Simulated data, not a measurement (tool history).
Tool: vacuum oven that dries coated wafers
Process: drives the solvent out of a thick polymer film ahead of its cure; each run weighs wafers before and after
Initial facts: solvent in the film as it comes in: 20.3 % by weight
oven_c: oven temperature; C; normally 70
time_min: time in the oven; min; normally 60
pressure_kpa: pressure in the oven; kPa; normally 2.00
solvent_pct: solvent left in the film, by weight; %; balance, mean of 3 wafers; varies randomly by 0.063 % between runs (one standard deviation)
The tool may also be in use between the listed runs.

run   hour  oven_c  time_min  pressure_kpa  solvent_pct
  1    0.0      70        60          2.00         4.24
  2   32.9      70        60          2.00         4.46
  3   63.2      70        60          2.00         4.27
  4   99.8      70        60          2.00         4.42
  5  138.0      70        60          2.00         4.55
  6  189.9      70        60          2.00         4.59
  7  222.1      70        32          2.00         6.19
  8  246.4      70        32          2.00         6.28
  9  271.5      70        32          2.00         6.30
 10  312.0      76        30          4.06         7.15
 11  334.3      63        79          2.58         7.43
 12  358.1      70        39          2.90         6.95
 13  398.0      70        45          6.09        11.81
 14  441.2      65        31          1.81         8.03
 15  468.6      84        39          2.61         3.21

Predict each of these 4 candidate next runs independently; none follows another, all start after run 15:
  A  496.9      80        31          6.76            ?
  B  496.9      68        60          2.00            ?
  C  496.9      65        39          2.61            ?
  D  496.9      70       102          2.00            ?

run  solvent_pct
  A         8.80
  B         5.26
  C         8.67
  D         4.16
What these runs would have given with no unlogged condition in the tool:
run  solvent_pct
  A         8.25
  B         4.45
  C         7.81
  D         3.43
